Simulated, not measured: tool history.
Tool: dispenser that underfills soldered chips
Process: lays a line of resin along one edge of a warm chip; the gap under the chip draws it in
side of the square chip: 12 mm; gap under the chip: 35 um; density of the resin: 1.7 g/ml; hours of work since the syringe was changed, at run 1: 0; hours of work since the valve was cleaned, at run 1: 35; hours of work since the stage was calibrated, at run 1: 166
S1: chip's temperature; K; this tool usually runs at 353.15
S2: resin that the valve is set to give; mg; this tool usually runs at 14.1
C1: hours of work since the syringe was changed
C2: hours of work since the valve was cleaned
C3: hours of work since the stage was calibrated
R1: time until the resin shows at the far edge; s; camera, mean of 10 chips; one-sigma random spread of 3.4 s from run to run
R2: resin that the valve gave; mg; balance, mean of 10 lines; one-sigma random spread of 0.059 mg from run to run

run  hour      S1    S2  C1  C2   C3     R1     R2
  1   0.0  353.15  14.1   0  35  166  336.8  13.74
  2   5.5  353.15  14.1   4  39  170  425.3  13.60
  3   8.1  353.15  14.1   6  41  172  475.1  13.57
      9.1  -- new syringe of resin
  4  13.2  353.15  14.1   3  44  175  404.7  13.58
  5  16.7  353.15  14.1   5  47  178  476.8  13.60
     18.4  -- new syringe of resin
  6  21.9  353.15  14.1   2  50  181  391.6  13.41
     27.5  -- new syringe of resin
  7  27.5  344.15  15.4   0  54  185  481.0  14.71
  8  31.4  355.15  18.3   3  57  188  350.1  17.39
  9  36.0  342.15  12.7   6  60  191  791.7  11.90
     36.6  -- new syringe of resin
 10  42.1  342.15  12.7   4  64  195  695.1  11.90

Hidden condition of the tool, last listed run before each entry between runs versus first listed run after:
Run 3 -> run 4: new syringe of resin (hour 9.1)
  resin's viscosity, % of fresh resin's: 142.9 -> 120.8; dose that the valve gives, % of what is set: 96.19 -> 95.87; true chip temperature over the reading, C: 0.56 -> 0.57
  measured value less the no-hidden-state value, R1: +136.1 -> +63.1 s; R2: -0.54 -> -0.58 mg
Run 5 -> run 6: new syringe of resin (hour 18.4)
  resin's viscosity, % of fresh resin's: 140.8 -> 117.5; dose that the valve gives, % of what is set: 95.64 -> 95.34; true chip temperature over the reading, C: 0.58 -> 0.59
  measured value less the no-hidden-state value, R1: +131.2 -> +51.8 s; R2: -0.61 -> -0.65 mg
Run 6 -> run 7: new syringe of resin (hour 27.5)
  resin's viscosity, % of fresh resin's: 117.5 -> 99.5; dose that the valve gives, % of what is set: 95.34 -> 94.97; true chip temperature over the reading, C: 0.59 -> 0.6
  measured value less the no-hidden-state value, R1: +51.8 -> -13.4 s; R2: -0.65 -> -0.78 mg
Run 9 -> run 10: new syringe of resin (hour 36.6)
  resin's viscosity, % of fresh resin's: 144.3 -> 128.5; dose that the valve gives, % of what is set: 94.42 -> 94.02; true chip temperature over the reading, C: 0.62 -> 0.63
  measured value less the no-hidden-state value, R1: +234.1 -> +145.4 s; R2: -0.71 -> -0.76 mg
